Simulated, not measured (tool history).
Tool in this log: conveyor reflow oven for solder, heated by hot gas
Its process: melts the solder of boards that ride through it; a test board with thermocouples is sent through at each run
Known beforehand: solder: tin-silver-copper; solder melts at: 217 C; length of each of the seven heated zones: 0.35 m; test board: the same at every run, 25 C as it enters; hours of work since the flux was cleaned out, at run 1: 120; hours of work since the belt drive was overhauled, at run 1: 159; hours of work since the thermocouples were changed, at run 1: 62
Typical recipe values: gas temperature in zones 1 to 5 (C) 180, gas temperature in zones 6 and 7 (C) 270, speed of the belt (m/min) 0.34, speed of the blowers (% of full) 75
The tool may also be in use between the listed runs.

run,hour,gas temperature in zones 1 to 5 (C),gas temperature in zones 6 and 7 (C),speed of the belt (m/min),speed of the blowers (% of full),hours of work since the flux was cleaned out,hours of work since the belt drive was overhauled,hours of work since the thermocouples were changed,highest temperature of the board (C),time above the solder's melting point (s)
1,0,180,270,0.34,75,120,159,62,262.7,109
2,10.7,180,270,0.34,75,126,165,69,262.4,109.2
3,22.7,180,270,0.34,75,133,172,75,262.6,109
4,29.2,180,270,0.34,75,137,176,79,262.7,109.1
5,37.2,180,270,0.34,75,141,180,84,262.6,109
6,43.9,180,270,0.34,75,145,184,88,262.5,109
7,51.6,180,270,0.34,75,149,189,92,262.6,109
8,61.6,178,270,0.34,75,155,194,98,262.6,107.7
9,70.2,178,270,0.34,75,160,199,103,262.4,107.9
10,78.1,178,270,0.34,75,164,204,107,262.4,107.9
11,85.5,178,270,0.34,75,169,208,111,262.4,107.9
12,92.8,178,279,0.34,54,173,212,116,268,110.9
13,98.4,187,270,0.345,75,176,215,119,262.9,111.4
14,108.9,187,264,0.394,75,182,221,125,254.9,91.3

Predict each of these 5 candidate next runs independently; none follows another, all start after run 14:
A,120.8,172,270,0.373,75,189,228,132,?,?
B,120.8,188,271,0.401,75,189,228,132,?,?
C,120.8,187,264,0.394,75,189,228,132,?,?
D,120.8,172,281,0.34,52,189,228,132,?,?
E,120.8,184,265,0.34,50,189,228,132,?,?

run,highest temperature of the board (C),time above the solder's melting point (s)
A,259.8,92.6
B,260.8,94.4
C,254.8,91.3
D,268.7,108.8
E,255,103.9
Stripped of hidden state, with their random variation kept, the same runs would have yielded:
run,highest temperature of the board (C),time above the solder's melting point (s)
A,259.9,92.7
B,260.9,94.4
C,254.9,91.3
D,268.7,108.9
E,255.1,104
